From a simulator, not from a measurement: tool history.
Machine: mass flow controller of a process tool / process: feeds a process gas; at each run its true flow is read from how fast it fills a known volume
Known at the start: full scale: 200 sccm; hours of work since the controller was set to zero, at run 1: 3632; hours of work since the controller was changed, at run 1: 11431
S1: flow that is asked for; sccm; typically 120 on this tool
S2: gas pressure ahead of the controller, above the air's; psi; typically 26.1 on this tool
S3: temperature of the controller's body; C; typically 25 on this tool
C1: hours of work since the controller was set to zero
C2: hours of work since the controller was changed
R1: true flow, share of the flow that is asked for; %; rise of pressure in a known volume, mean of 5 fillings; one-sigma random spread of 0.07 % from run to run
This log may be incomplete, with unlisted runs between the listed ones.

run 1 hour=0.0 | S1=120 S2=26.1 S3=25 | C1=3632 C2=11431 | R1=98.87
run 2 hour=503.7 | S1=120 S2=24.5 S3=25 | C1=3914 C2=11713 | R1=98.88
run 3 hour=882.6 | S1=120 S2=24.5 S3=25 | C1=4127 C2=11925 | R1=98.87
run 4 hour=1158.1 | S1=120 S2=24.5 S3=25 | C1=4281 C2=12080 | R1=98.88
run 5 hour=1397.5 | S1=24 S2=24.5 S3=25 | C1=4415 C2=12214 | R1=102.10
run 6 hour=1691.1 | S1=24 S2=29.4 S3=25 | C1=4580 C2=12379 | R1=102.35
run 7 hour=1999.7 | S1=120 S2=26.1 S3=25 | C1=4753 C2=12552 | R1=98.91
run 8 hour=2223.2 | S1=120 S2=26.1 S3=25 | C1=4878 C2=12677 | R1=98.92
-- hour=2698.5 controller exchanged for a calibrated one
run 9 hour=2702.9 | S1=120 S2=26.1 S3=25 | C1=2 C2=2 | R1=99.54
run 10 hour=3135.9 | S1=120 S2=26.1 S3=25 | C1=245 C2=245 | R1=99.43
run 11 hour=3374.5 | S1=120 S2=26.1 S3=25 | C1=379 C2=379 | R1=99.54
run 12 hour=3652.9 | S1=120 S2=26.1 S3=25 | C1=535 C2=535 | R1=99.49
run 13 hour=4057.6 | S1=144 S2=35.8 S3=25 | C1=762 C2=762 | R1=99.85
run 14 hour=4375.5 | S1=120 S2=26.1 S3=37 | C1=940 C2=940 | R1=100.06
run 15 hour=4828.4 | S1=120 S2=26.1 S3=37 | C1=1194 C2=1194 | R1=100.09
run 16 hour=5109.5 | S1=120 S2=26.1 S3=22 | C1=1351 C2=1351 | R1=99.46
run 17 hour=5556.4 | S1=120 S2=26.1 S3=22 | C1=1602 C2=1602 | R1=99.45
run 18 hour=5875.5 | S1=120 S2=26.1 S3=22 | C1=1781 C2=1781 | R1=99.59
run 19 hour=6239.9 | S1=104 S2=26.1 S3=22 | C1=1985 C2=1985 | R1=99.48
run 20 hour=6478.6 | S1=30 S2=30.0 S3=24 | C1=2119 C2=2119 | R1=100.55
run 21 hour=6734.2 | S1=120 S2=31.0 S3=25 | C1=2262 C2=2262 | R1=99.72
run 22 hour=7237.3 | S1=120 S2=31.0 S3=25 | C1=2544 C2=2544 | R1=99.89
run 23 hour=7471.0 | S1=120 S2=23.2 S3=25 | C1=2675 C2=2675 | R1=99.73
run 24 hour=7829.5 | S1=120 S2=23.2 S3=25 | C1=2876 C2=2876 | R1=99.70

Predict each of these 4 candidate next runs independently; none follows another, all start after run 24:
run A hour=8194.0 | S1=120 S2=36.3 S3=25 | C1=3080 C2=3080 | R1=?
run B hour=8194.0 | S1=85 S2=23.2 S3=25 | C1=3080 C2=3080 | R1=?
run C hour=8194.0 | S1=138 S2=20.5 S3=31 | C1=3080 C2=3080 | R1=?
run D hour=8194.0 | S1=118 S2=23.2 S3=25 | C1=3080 C2=3080 | R1=?

run=A R1=99.84
run=B R1=99.78
run=C R1=100.08
run=D R1=99.80
What these runs would have given with no unlogged condition in the tool:
run=A R1=99.38
run=B R1=99.02
run=C R1=99.72
run=D R1=99.33
